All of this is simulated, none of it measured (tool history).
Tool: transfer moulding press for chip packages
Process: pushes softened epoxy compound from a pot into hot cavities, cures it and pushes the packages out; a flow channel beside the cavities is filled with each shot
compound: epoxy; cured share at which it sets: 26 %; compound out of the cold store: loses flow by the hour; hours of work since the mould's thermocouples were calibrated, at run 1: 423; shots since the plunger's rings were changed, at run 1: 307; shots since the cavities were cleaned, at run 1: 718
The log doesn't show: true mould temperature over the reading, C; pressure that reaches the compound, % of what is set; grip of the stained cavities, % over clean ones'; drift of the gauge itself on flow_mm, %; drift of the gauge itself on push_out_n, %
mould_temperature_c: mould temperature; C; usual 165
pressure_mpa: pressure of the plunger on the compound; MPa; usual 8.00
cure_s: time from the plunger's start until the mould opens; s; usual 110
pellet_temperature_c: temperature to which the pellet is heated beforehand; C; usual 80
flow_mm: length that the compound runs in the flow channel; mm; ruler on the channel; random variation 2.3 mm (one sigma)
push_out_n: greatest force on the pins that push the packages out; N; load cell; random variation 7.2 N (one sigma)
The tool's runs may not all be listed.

run     day  mould_temperature_c  pressure_mpa  cure_s  pellet_temperature_c  hours of work since the mould's thermocouples were calibrated  shots since the plunger's rings were changed  shots since the cavities were cleaned  incoming compound's hours out of the cold store  flow_mm  push_out_n
  1   0.000                  165          8.00     110                    80                                                            423                                           307                                    718                                             45.0      646         520
      0.521  -- cavities cleaned with cleaning compound and waxed
  2   0.704                  165          8.00     110                    80                                                            431                                           458                                     43                                             36.1      672         343
  3   1.429                  165          8.00     110                    80                                                            441                                           628                                    213                                             17.6      743         424
  4   1.783                  165          8.00     110                    80                                                            446                                           712                                    297                                             44.4      645         439
  5   2.279                  165          8.00     110                    80                                                            452                                           828                                    413                                             39.4      657         481
  6   2.788                  165          8.00     110                    80                                                            459                                           947                                    532                                             40.8      655         519
  7   3.471                  165          9.26     110                    80                                                            468                                          1107                                    692                                             27.2      753         526
      4.121  -- cavities cleaned with cleaning compound and waxed
  8   4.208                  165          8.00     110                    76                                                            477                                          1266                                     21                                             41.1      651         327
  9   4.667                  165          8.00     110                    76                                                            483                                          1374                                    129                                             28.4      692         382
 10   5.312                  165          8.00     110                    76                                                            492                                          1525                                    280                                             41.8      651         427
 11   5.746                  165          8.00     110                    76                                                            498                                          1627                                    382                                              8.0      778         467
 12   6.512                  165          8.00     110                    76                                                            508                                          1807                                    562                                             30.8      684         506
      7.088  -- mould's thermocouples calibrated
 13   7.262                  165          8.00     110                    76                                                              2                                          1964                                    719                                             36.0      671         539
      7.796  -- cavities cleaned with cleaning compound and waxed
 14   7.975                  165          8.00     110                    76                                                             11                                          2116                                     42                                             26.9      704         336
 15   8.383                  165          9.31     149                    76                                                             16                                          2212                                    138                                             14.7      805         363
 16   9.121                  165          9.31     149                    76                                                             26                                          2385                                    311                                             27.4      749         435
 17   9.762                  165          9.31     149                    76                                                             35                                          2536                                    462                                             39.5      710         480
 18  10.104                  165          9.31     149                    76                                                             39                                          2616                                    542                                             10.7      824         488
 19  10.896                  165          7.59     149                    72                                                             50                                          2802                                    728                                             24.4      687         511
 20  11.258                  158          7.76      90                    70                                                             55                                          2887                                    813                                             39.6      659         969
     11.367  -- cavities cleaned with cleaning compound and waxed
 21  12.004                  158          7.76      90                    70                                                             64                                          3047                                    149                                             21.0      726         779
 22  12.458                  167          8.00     103                    80                                                             70                                          3154                                    256                                             17.0      732         446
     12.708  -- plunger's sealing rings changed
 23  13.062                  165          8.00     121                    85                                                             77                                            83                                    373                                             31.1      693         467
 24  13.688                  165          7.80     121                    83                                                             85                                           230                                    520                                             22.2      718         505
 25  14.233                  165          6.93     112                    83                                                             92                                           358                                    648                                             37.0      625         518
 26  14.892                  159          8.00     110                    75                                                            101                                           513                                    803                                             40.9      678         649
     15.092  -- cavities cleaned with cleaning compound and waxed
 27  15.725                  159          8.00     110                    75                                                            111                                           693                                    148                                             43.5      663         451
 28  16.104                  165          8.00     110                    86                                                            116                                           783                                    238                                             41.2      656         449

How the hidden state differs across the entries between the runs, from the last listed run before each to the first after it:
Between runs 1 and 2: cavities cleaned with cleaning compound and waxed (day 0.521)
  true mould temperature over the reading, C: 1.26 -> 1.28; pressure that reaches the compound, % of what is set: 99.38 -> 99.18; grip of the stained cavities, % over clean ones': 81.3 -> 11.8
  measured less the result without the state, flow_mm: -4 -> -6 mm; push_out_n: +231 -> +31 N
Between runs 7 and 8: cavities cleaned with cleaning compound and waxed (day 4.121)
  true mould temperature over the reading, C: 1.37 -> 1.39; pressure that reaches the compound, % of what is set: 98.33 -> 98.12; grip of the stained cavities, % over clean ones': 77.7 -> 7.7
  measured less the result without the state, flow_mm: -10 -> -9 mm; push_out_n: +227 -> +17 N
Between runs 12 and 13: mould's thermocouples calibrated (day 7.088)
  true mould temperature over the reading, C: 1.47 -> -0.21; pressure that reaches the compound, % of what is set: 97.46 -> 97.25; grip of the stained cavities, % over clean ones': 72.6 -> 79.5
  measured less the result without the state, flow_mm: -12 -> -9 mm; push_out_n: +205 -> +242 N
Between runs 13 and 14: cavities cleaned with cleaning compound and waxed (day 7.796)
  true mould temperature over the reading, C: -0.21 -> -0.19; pressure that reaches the compound, % of what is set: 97.25 -> 97.06; grip of the stained cavities, % over clean ones': 79.5 -> 9.1
  measured less the result without the state, flow_mm: -9 -> -10 mm; push_out_n: +242 -> +29 N
Between runs 20 and 21: cavities cleaned with cleaning compound and waxed (day 11.367)
  true mould temperature over the reading, C: -0.08 -> -0.05; pressure that reaches the compound, % of what is set: 96.04 -> 95.83; grip of the stained cavities, % over clean ones': 81.8 -> 30.3
  measured less the result without the state, flow_mm: -13 -> -15 mm; push_out_n: +438 -> +184 N
Between runs 22 and 23: plunger's sealing rings changed (day 12.708)
  true mould temperature over the reading, C: -0.04 -> -0.02; pressure that reaches the compound, % of what is set: 95.69 -> 99.5; grip of the stained cavities, % over clean ones': 45.3 -> 57.8
  measured less the result without the state, flow_mm: -16 -> -2 mm; push_out_n: +140 -> +170 N
Between runs 26 and 27: cavities cleaned with cleaning compound and waxed (day 15.092)
  true mould temperature over the reading, C: 0.04 -> 0.07; pressure that reaches the compound, % of what is set: 98.95 -> 98.72; grip of the stained cavities, % over clean ones': 81.8 -> 31.6
  measured less the result without the state, flow_mm: -3 -> -5 mm; push_out_n: +290 -> +108 N

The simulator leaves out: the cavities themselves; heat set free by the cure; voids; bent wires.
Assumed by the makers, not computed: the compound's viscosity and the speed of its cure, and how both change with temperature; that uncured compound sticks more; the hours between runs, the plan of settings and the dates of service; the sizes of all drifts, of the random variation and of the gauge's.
